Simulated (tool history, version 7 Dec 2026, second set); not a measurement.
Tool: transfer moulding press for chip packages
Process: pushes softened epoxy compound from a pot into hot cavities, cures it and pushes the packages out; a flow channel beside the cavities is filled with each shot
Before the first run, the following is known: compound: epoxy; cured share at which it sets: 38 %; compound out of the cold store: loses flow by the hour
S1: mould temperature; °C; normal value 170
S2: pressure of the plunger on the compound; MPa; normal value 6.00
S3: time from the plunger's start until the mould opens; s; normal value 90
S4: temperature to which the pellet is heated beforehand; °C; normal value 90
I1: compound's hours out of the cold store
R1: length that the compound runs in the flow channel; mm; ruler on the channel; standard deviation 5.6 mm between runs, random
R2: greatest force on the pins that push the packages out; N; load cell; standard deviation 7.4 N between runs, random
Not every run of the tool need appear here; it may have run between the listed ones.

run 1 hour=0.0 | S1=170 S2=6.00 S3=90 S4=90 | I1=22.5 | R1=661 R2=615
run 2 hour=13.3 | S1=170 S2=6.00 S3=90 S4=96 | I1=10.4 | R1=678 R2=628
-- hour=19.5 cavities cleaned with cleaning compound and waxed
run 3 hour=29.9 | S1=170 S2=6.00 S3=90 S4=81 | I1=37.8 | R1=621 R2=666
run 4 hour=39.8 | S1=170 S2=6.00 S3=90 S4=81 | I1=26.1 | R1=660 R2=709
-- hour=50.3 cavities cleaned with cleaning compound and waxed, once more
run 5 hour=55.0 | S1=170 S2=6.00 S3=90 S4=81 | I1=38.0 | R1=618 R2=332
run 6 hour=66.0 | S1=170 S2=6.00 S3=90 S4=81 | I1=19.8 | R1=654 R2=381
run 7 hour=75.0 | S1=170 S2=6.00 S3=90 S4=81 | I1=41.8 | R1=620 R2=412
run 8 hour=86.3 | S1=170 S2=6.00 S3=90 S4=90 | I1=44.0 | R1=603 R2=430
run 9 hour=96.5 | S1=170 S2=6.00 S3=90 S4=90 | I1=28.2 | R1=633 R2=474
run 10 hour=111.7 | S1=170 S2=6.79 S3=90 S4=90 | I1=24.7 | R1=683 R2=491
run 11 hour=123.9 | S1=170 S2=6.00 S3=90 S4=90 | I1=11.9 | R1=675 R2=542
run 12 hour=140.4 | S1=170 S2=6.00 S3=90 S4=90 | I1=33.4 | R1=629 R2=535
run 13 hour=156.5 | S1=170 S2=6.00 S3=90 S4=95 | I1=46.1 | R1=605 R2=566
run 14 hour=170.5 | S1=170 S2=6.00 S3=86 S4=90 | I1=25.8 | R1=624 R2=649
run 15 hour=181.2 | S1=170 S2=5.86 S3=86 S4=90 | I1=35.6 | R1=605 R2=642
-- hour=186.3 cavities cleaned with cleaning compound and waxed
run 16 hour=199.0 | S1=170 S2=6.00 S3=90 S4=89 | I1=16.6 | R1=649 R2=353
run 17 hour=214.0 | S1=170 S2=6.00 S3=90 S4=89 | I1=24.2 | R1=641 R2=423
run 18 hour=233.0 | S1=170 S2=6.00 S3=91 S4=90 | I1=39.1 | R1=609 R2=464
run 19 hour=244.6 | S1=165 S2=6.82 S3=82 S4=92 | I1=26.6 | R1=684 R2=837

Run 20 has not been measured yet. What should we expect?
run 20 hour=255.0 | S1=165 S2=6.82 S3=82 S4=92 | I1=42.3 | R1=? R2=?

R1: 656 mm
R2: 846 N
Had the tool carried no hidden state, the very same run would have given R1 689 mm, R2 522 N.
